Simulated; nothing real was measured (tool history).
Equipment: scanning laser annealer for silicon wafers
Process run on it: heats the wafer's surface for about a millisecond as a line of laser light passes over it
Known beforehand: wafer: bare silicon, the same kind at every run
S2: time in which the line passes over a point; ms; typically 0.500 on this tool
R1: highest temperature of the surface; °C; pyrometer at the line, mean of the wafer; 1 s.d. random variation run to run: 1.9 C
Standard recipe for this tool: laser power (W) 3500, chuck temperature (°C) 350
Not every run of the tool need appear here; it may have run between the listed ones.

run 1 day=0.000 | laser_power_(W)=3500 S2=0.500 chuck_temperature_(°C)=350 | R1=1141
run 2 day=1.117 | laser_power_(W)=3500 S2=0.500 chuck_temperature_(°C)=350 | R1=1136
run 3 day=2.208 | laser_power_(W)=3500 S2=0.500 chuck_temperature_(°C)=350 | R1=1136
run 4 day=3.471 | laser_power_(W)=3500 S2=0.500 chuck_temperature_(°C)=350 | R1=1137
run 5 day=4.121 | laser_power_(W)=3500 S2=0.500 chuck_temperature_(°C)=350 | R1=1137
run 6 day=5.150 | laser_power_(W)=3500 S2=0.500 chuck_temperature_(°C)=364 | R1=1145
run 7 day=5.821 | laser_power_(W)=3500 S2=0.500 chuck_temperature_(°C)=350 | R1=1135
run 8 day=7.029 | laser_power_(W)=3500 S2=0.500 chuck_temperature_(°C)=350 | R1=1128
run 9 day=8.092 | laser_power_(W)=3500 S2=0.500 chuck_temperature_(°C)=350 | R1=1130
run 10 day=8.879 | laser_power_(W)=3500 S2=0.500 chuck_temperature_(°C)=350 | R1=1128
run 11 day=10.154 | laser_power_(W)=3431 S2=0.500 chuck_temperature_(°C)=350 | R1=1107
run 12 day=10.992 | laser_power_(W)=3431 S2=0.500 chuck_temperature_(°C)=344 | R1=1102
-- day=11.608 optics aligned, line set to its width
run 13 day=12.242 | laser_power_(W)=3500 S2=0.486 chuck_temperature_(°C)=350 | R1=1109
run 14 day=13.542 | laser_power_(W)=3500 S2=0.486 chuck_temperature_(°C)=350 | R1=1105
run 15 day=14.775 | laser_power_(W)=3500 S2=0.486 chuck_temperature_(°C)=350 | R1=1105
run 16 day=15.483 | laser_power_(W)=2986 S2=0.486 chuck_temperature_(°C)=350 | R1=970
run 17 day=16.442 | laser_power_(W)=3500 S2=0.500 chuck_temperature_(°C)=324 | R1=1091
-- day=17.117 optics aligned, line set to its width, once more
run 18 day=17.654 | laser_power_(W)=3500 S2=0.500 chuck_temperature_(°C)=324 | R1=1099
run 19 day=18.729 | laser_power_(W)=3500 S2=0.500 chuck_temperature_(°C)=350 | R1=1123
run 20 day=19.946 | laser_power_(W)=3500 S2=0.500 chuck_temperature_(°C)=350 | R1=1124
run 21 day=21.125 | laser_power_(W)=3500 S2=0.500 chuck_temperature_(°C)=350 | R1=1120
run 22 day=22.254 | laser_power_(W)=3500 S2=0.500 chuck_temperature_(°C)=350 | R1=1120
run 23 day=23.083 | laser_power_(W)=3500 S2=0.500 chuck_temperature_(°C)=350 | R1=1121
-- day=24.079 window over the wafer cleaned
run 24 day=24.079 | laser_power_(W)=3683 S2=0.500 chuck_temperature_(°C)=349 | R1=1224
run 25 day=24.779 | laser_power_(W)=3683 S2=0.500 chuck_temperature_(°C)=349 | R1=1225
run 26 day=25.471 | laser_power_(W)=3361 S2=0.446 chuck_temperature_(°C)=369 | R1=1100
run 27 day=26.017 | laser_power_(W)=3361 S2=0.395 chuck_temperature_(°C)=352 | R1=1034
run 28 day=27.229 | laser_power_(W)=3769 S2=0.551 chuck_temperature_(°C)=357 | R1=1305
run 29 day=28.212 | laser_power_(W)=3551 S2=0.365 chuck_temperature_(°C)=346 | R1=1046
run 30 day=29.333 | laser_power_(W)=3247 S2=0.500 chuck_temperature_(°C)=350 | R1=1091
run 31 day=29.988 | laser_power_(W)=3247 S2=0.500 chuck_temperature_(°C)=350 | R1=1094
run 32 day=30.775 | laser_power_(W)=3548 S2=0.390 chuck_temperature_(°C)=350 | R1=1075

Predict the results of run 33:
run 33 day=31.508 | laser_power_(W)=3624 S2=0.620 chuck_temperature_(°C)=350 | R1=?

{"run 33": {"R1": 1304}}
Take away the tool's hidden state, keep the run-to-run variation as it was, and the same run would have given R1 1306 °C.
